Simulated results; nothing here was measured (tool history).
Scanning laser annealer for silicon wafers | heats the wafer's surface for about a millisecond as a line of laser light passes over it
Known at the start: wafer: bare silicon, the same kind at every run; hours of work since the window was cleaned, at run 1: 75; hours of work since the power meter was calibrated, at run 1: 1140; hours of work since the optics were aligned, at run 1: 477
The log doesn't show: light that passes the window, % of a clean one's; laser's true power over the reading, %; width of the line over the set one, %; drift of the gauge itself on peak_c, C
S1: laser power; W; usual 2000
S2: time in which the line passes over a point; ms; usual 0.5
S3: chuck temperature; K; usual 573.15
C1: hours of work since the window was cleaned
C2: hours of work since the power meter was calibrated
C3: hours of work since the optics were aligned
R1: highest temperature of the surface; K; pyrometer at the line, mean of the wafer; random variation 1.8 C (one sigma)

run 1 hour=0 | S1=2000 S2=0.5 S3=573.15 | C1=75 C2=1140 C3=477 | R1=1299.15
run 2 hour=47.9 | S1=2000 S2=0.553 S3=573.15 | C1=99 C2=1164 C3=501 | R1=1334.15
run 3 hour=79.6 | S1=2000 S2=0.553 S3=573.15 | C1=114 C2=1179 C3=516 | R1=1339.15
run 4 hour=120.3 | S1=2041 S2=0.553 S3=573.15 | C1=134 C2=1199 C3=536 | R1=1356.15
run 5 hour=178.5 | S1=2000 S2=0.38 S3=573.15 | C1=163 C2=1228 C3=565 | R1=1208.15
run 6 hour=229 | S1=2000 S2=0.38 S3=573.15 | C1=188 C2=1253 C3=590 | R1=1205.15
run 7 hour=260 | S1=2000 S2=0.38 S3=573.15 | C1=203 C2=1268 C3=605 | R1=1205.15
run 8 hour=304 | S1=2000 S2=0.38 S3=573.15 | C1=225 C2=1290 C3=627 | R1=1200.15
run 9 hour=351.4 | S1=2000 S2=0.38 S3=573.15 | C1=248 C2=1313 C3=650 | R1=1202.15
run 10 hour=404.6 | S1=2000 S2=0.38 S3=573.15 | C1=274 C2=1339 C3=676 | R1=1201.15
run 11 hour=452 | S1=2057 S2=0.5 S3=555.15 | C1=297 C2=1363 C3=699 | R1=1297.15
run 12 hour=511.8 | S1=2005 S2=0.5 S3=564.15 | C1=327 C2=1392 C3=729 | R1=1281.15
run 13 hour=577.8 | S1=2005 S2=0.486 S3=564.15 | C1=359 C2=1424 C3=761 | R1=1267.15
run 14 hour=621.8 | S1=2005 S2=0.486 S3=564.15 | C1=381 C2=1446 C3=783 | R1=1267.15
run 15 hour=695.3 | S1=1719 S2=0.353 S3=545.15 | C1=417 C2=1482 C3=819 | R1=1036.15
run 16 hour=744.9 | S1=2093 S2=0.575 S3=585.15 | C1=441 C2=1507 C3=843 | R1=1387.15
run 17 hour=777.7 | S1=2093 S2=0.575 S3=585.15 | C1=458 C2=1523 C3=860 | R1=1386.15
run 18 hour=852.1 | S1=2093 S2=0.601 S3=600.15 | C1=494 C2=1559 C3=896 | R1=1411.15
run 19 hour=925.1 | S1=2195 S2=0.5 S3=595.15 | C1=530 C2=1595 C3=932 | R1=1387.15
run 20 hour=996.1 | S1=1920 S2=0.445 S3=573.15 | C1=565 C2=1630 C3=967 | R1=1198.15

Forecast each of these 5 alternatives for the next run:
-- hour=1022.4 window over the wafer cleaned
run A hour=1052.5 | S1=1832 S2=0.604 S3=587.15 | C1=15 C2=1657 C3=994 | R1=?
-- hour=1022.4 window over the wafer cleaned
run B hour=1052.5 | S1=1758 S2=0.561 S3=576.15 | C1=15 C2=1657 C3=994 | R1=?
-- hour=1022.4 window over the wafer cleaned
run C hour=1052.5 | S1=1909 S2=0.443 S3=563.15 | C1=15 C2=1657 C3=994 | R1=?
-- hour=1022.4 window over the wafer cleaned
run D hour=1052.5 | S1=1920 S2=0.5 S3=542.15 | C1=15 C2=1657 C3=994 | R1=?
-- hour=1022.4 window over the wafer cleaned
run E hour=1052.5 | S1=1706 S2=0.383 S3=573.15 | C1=15 C2=1657 C3=994 | R1=?

run=A R1=1282.15
run=B R1=1215.15
run=C R1=1198.15
run=D R1=1218.15
run=E R1=1083.15
Without the tool's hidden state the same runs would have given:
run=A R1=1319.15
run=B R1=1248.15
run=C R1=1231.15
run=D R1=1254.15
run=E R1=1110.15
